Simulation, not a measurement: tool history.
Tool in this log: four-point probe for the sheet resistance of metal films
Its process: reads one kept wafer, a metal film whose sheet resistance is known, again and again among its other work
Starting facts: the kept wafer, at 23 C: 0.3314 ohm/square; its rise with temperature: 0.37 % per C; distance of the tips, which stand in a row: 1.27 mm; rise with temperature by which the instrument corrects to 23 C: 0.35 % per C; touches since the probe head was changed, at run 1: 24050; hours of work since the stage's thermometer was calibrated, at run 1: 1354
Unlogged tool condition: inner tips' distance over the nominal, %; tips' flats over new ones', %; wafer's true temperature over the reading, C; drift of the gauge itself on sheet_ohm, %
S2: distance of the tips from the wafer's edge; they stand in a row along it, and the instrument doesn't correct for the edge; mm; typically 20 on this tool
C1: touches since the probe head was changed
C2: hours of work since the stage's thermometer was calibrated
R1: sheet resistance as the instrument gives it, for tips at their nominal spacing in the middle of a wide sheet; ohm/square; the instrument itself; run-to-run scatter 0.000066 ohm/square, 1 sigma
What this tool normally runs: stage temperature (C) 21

{"run": 1, "day": 0.0, "stage temperature (C)": 21, "S2": 20, "C1": 24050, "C2": 1354, "R1": 0.331755}
{"run": 2, "day": 0.692, "stage temperature (C)": 21, "S2": 20, "C1": 24696, "C2": 1362, "R1": 0.331796}
{"run": 3, "day": 1.9, "stage temperature (C)": 21, "S2": 20, "C1": 25824, "C2": 1375, "R1": 0.331705}
{"run": 4, "day": 2.488, "stage temperature (C)": 21, "S2": 20, "C1": 26373, "C2": 1381, "R1": 0.331767}
{"run": 5, "day": 3.288, "stage temperature (C)": 21, "S2": 20, "C1": 27117, "C2": 1390, "R1": 0.331801}
{"run": 6, "day": 4.312, "stage temperature (C)": 21, "S2": 20, "C1": 28076, "C2": 1401, "R1": 0.331772}
{"run": 7, "day": 4.875, "stage temperature (C)": 21, "S2": 20, "C1": 28601, "C2": 1407, "R1": 0.331869}
{"day": 4.988, "done": "stage's thermometer calibrated"}
{"run": 8, "day": 6.033, "stage temperature (C)": 21, "S2": 19, "C1": 29661, "C2": 11, "R1": 0.332101}

What does the tool deliver on the next run?
{"run": 9, "day": 7.071, "stage temperature (C)": 21, "S2": 25, "C1": 30631, "C2": 23, "R1": "?"}

R1: 0.331746 ohm/square
Without the tool's hidden state the same run would have given R1 0.331825 ohm/square.

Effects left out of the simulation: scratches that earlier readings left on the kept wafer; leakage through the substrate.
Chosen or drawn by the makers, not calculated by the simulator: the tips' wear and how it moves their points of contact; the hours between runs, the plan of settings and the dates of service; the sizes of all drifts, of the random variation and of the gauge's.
